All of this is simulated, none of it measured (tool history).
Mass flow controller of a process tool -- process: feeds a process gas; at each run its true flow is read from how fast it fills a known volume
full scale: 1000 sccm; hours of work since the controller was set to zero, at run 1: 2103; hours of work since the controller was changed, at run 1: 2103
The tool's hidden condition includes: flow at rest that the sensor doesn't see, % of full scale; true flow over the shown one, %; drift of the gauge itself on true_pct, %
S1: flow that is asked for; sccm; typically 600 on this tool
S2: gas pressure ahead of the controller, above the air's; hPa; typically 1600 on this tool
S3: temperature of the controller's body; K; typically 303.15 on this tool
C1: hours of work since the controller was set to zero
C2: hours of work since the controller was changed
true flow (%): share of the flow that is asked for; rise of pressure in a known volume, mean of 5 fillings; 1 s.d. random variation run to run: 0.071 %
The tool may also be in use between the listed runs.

{"run": 1, "hour": 0.0, "S1": 600, "S2": 1600, "S3": 303.15, "C1": 2103, "C2": 2103, "true flow (%)": 100.26}
{"run": 2, "hour": 129.4, "S1": 600, "S2": 1600, "S3": 303.15, "C1": 2155, "C2": 2155, "true flow (%)": 100.17}
{"run": 3, "hour": 222.1, "S1": 600, "S2": 1600, "S3": 303.15, "C1": 2192, "C2": 2192, "true flow (%)": 100.19}
{"run": 4, "hour": 354.3, "S1": 600, "S2": 1600, "S3": 303.15, "C1": 2244, "C2": 2244, "true flow (%)": 100.23}
{"run": 5, "hour": 445.6, "S1": 600, "S2": 1970, "S3": 303.15, "C1": 2281, "C2": 2281, "true flow (%)": 100.05}
{"run": 6, "hour": 576.2, "S1": 176, "S2": 1600, "S3": 303.15, "C1": 2333, "C2": 2333, "true flow (%)": 99.71}
{"run": 7, "hour": 651.4, "S1": 732, "S2": 1600, "S3": 303.15, "C1": 2363, "C2": 2363, "true flow (%)": 100.31}
{"run": 8, "hour": 747.3, "S1": 732, "S2": 1600, "S3": 303.15, "C1": 2401, "C2": 2401, "true flow (%)": 100.22}
{"run": 9, "hour": 829.7, "S1": 677, "S2": 1600, "S3": 303.15, "C1": 2434, "C2": 2434, "true flow (%)": 100.34}
{"run": 10, "hour": 922.3, "S1": 529, "S2": 1600, "S3": 303.15, "C1": 2471, "C2": 2471, "true flow (%)": 100.13}
{"run": 11, "hour": 1022.3, "S1": 730, "S2": 1600, "S3": 303.15, "C1": 2511, "C2": 2511, "true flow (%)": 100.38}
{"run": 12, "hour": 1125.8, "S1": 730, "S2": 1600, "S3": 303.15, "C1": 2552, "C2": 2552, "true flow (%)": 100.16}
{"run": 13, "hour": 1190.6, "S1": 600, "S2": 1600, "S3": 303.15, "C1": 2578, "C2": 2578, "true flow (%)": 100.06}
{"run": 14, "hour": 1252.9, "S1": 600, "S2": 1600, "S3": 303.15, "C1": 2603, "C2": 2603, "true flow (%)": 100.1}
{"run": 15, "hour": 1314.5, "S1": 600, "S2": 1600, "S3": 303.15, "C1": 2627, "C2": 2627, "true flow (%)": 100.04}
{"run": 16, "hour": 1449.7, "S1": 600, "S2": 1600, "S3": 303.15, "C1": 2681, "C2": 2681, "true flow (%)": 100.02}
{"run": 17, "hour": 1547.2, "S1": 600, "S2": 1600, "S3": 303.15, "C1": 2720, "C2": 2720, "true flow (%)": 99.98}
{"run": 18, "hour": 1662.2, "S1": 600, "S2": 1600, "S3": 303.15, "C1": 2766, "C2": 2766, "true flow (%)": 99.94}
{"run": 19, "hour": 1765.0, "S1": 229, "S2": 2320, "S3": 312.15, "C1": 2807, "C2": 2807, "true flow (%)": 100.25}
{"run": 20, "hour": 1856.3, "S1": 229, "S2": 2320, "S3": 312.15, "C1": 2843, "C2": 2843, "true flow (%)": 100.24}
{"run": 21, "hour": 1974.8, "S1": 496, "S2": 2410, "S3": 312.15, "C1": 2890, "C2": 2890, "true flow (%)": 100.45}
{"run": 22, "hour": 2091.0, "S1": 600, "S2": 2070, "S3": 303.15, "C1": 2937, "C2": 2937, "true flow (%)": 99.72}
{"run": 23, "hour": 2196.0, "S1": 336, "S2": 2070, "S3": 306.15, "C1": 2979, "C2": 2979, "true flow (%)": 99.63}
{"run": 24, "hour": 2329.7, "S1": 336, "S2": 2800, "S3": 306.15, "C1": 3032, "C2": 3032, "true flow (%)": 99.22}
{"run": 25, "hour": 2420.3, "S1": 710, "S2": 2800, "S3": 293.15, "C1": 3068, "C2": 3068, "true flow (%)": 98.22}
{"run": 26, "hour": 2535.5, "S1": 102, "S2": 1800, "S3": 309.15, "C1": 3114, "C2": 3114, "true flow (%)": 99.9}
{"run": 27, "hour": 2663.4, "S1": 600, "S2": 1960, "S3": 300.15, "C1": 3165, "C2": 3165, "true flow (%)": 99.23}
{"run": 28, "hour": 2779.8, "S1": 600, "S2": 1600, "S3": 299.15, "C1": 3211, "C2": 3211, "true flow (%)": 99.36}
{"run": 29, "hour": 2911.1, "S1": 232, "S2": 2740, "S3": 297.15, "C1": 3264, "C2": 3264, "true flow (%)": 98.19}
{"run": 30, "hour": 3012.7, "S1": 600, "S2": 2060, "S3": 307.15, "C1": 3304, "C2": 3304, "true flow (%)": 100.02}
{"run": 31, "hour": 3118.7, "S1": 755, "S2": 1910, "S3": 300.15, "C1": 3346, "C2": 3346, "true flow (%)": 99.35}
{"run": 32, "hour": 3214.8, "S1": 883, "S2": 1750, "S3": 300.15, "C1": 3385, "C2": 3385, "true flow (%)": 99.75}
{"run": 33, "hour": 3341.3, "S1": 492, "S2": 1600, "S3": 303.15, "C1": 3435, "C2": 3435, "true flow (%)": 99.5}
{"run": 34, "hour": 3398.2, "S1": 492, "S2": 1600, "S3": 303.15, "C1": 3458, "C2": 3458, "true flow (%)": 99.62}
{"run": 35, "hour": 3464.4, "S1": 492, "S2": 1600, "S3": 303.15, "C1": 3484, "C2": 3484, "true flow (%)": 99.4}

Selected run-to-run steps in true flow (%), each split into two signed amounts: the part the tool would show with no hidden state at all (from settings, incoming material and random variation), and the remainder, which goes to the hidden state together with any gauge scatter not common to the measured and the hidden-state-free results:
Run 3 -> 4: settings left as they were, no log entry in between. true flow (%) +0.04: hidden state -0.03, all else +0.07.
Run 25 -> 26: S1 710 -> 102, S2 2800 -> 1800, S3 293.15 -> 309.15. true flow (%) +1.68: hidden state -0.01, all else +1.69.
Run 26 -> 27: S1 102 -> 600, S2 1800 -> 1960, S3 309.15 -> 300.15. true flow (%) -0.67: hidden state -0.04, all else -0.63.
Run 28 -> 29: S1 600 -> 232, S2 1600 -> 2740, S3 299.15 -> 297.15. true flow (%) -1.17: hidden state -0.01, all else -1.16.
Run 29 -> 30: S1 232 -> 600, S2 2740 -> 2060, S3 297.15 -> 307.15. true flow (%) +1.83: hidden state -0.04, all else +1.87.

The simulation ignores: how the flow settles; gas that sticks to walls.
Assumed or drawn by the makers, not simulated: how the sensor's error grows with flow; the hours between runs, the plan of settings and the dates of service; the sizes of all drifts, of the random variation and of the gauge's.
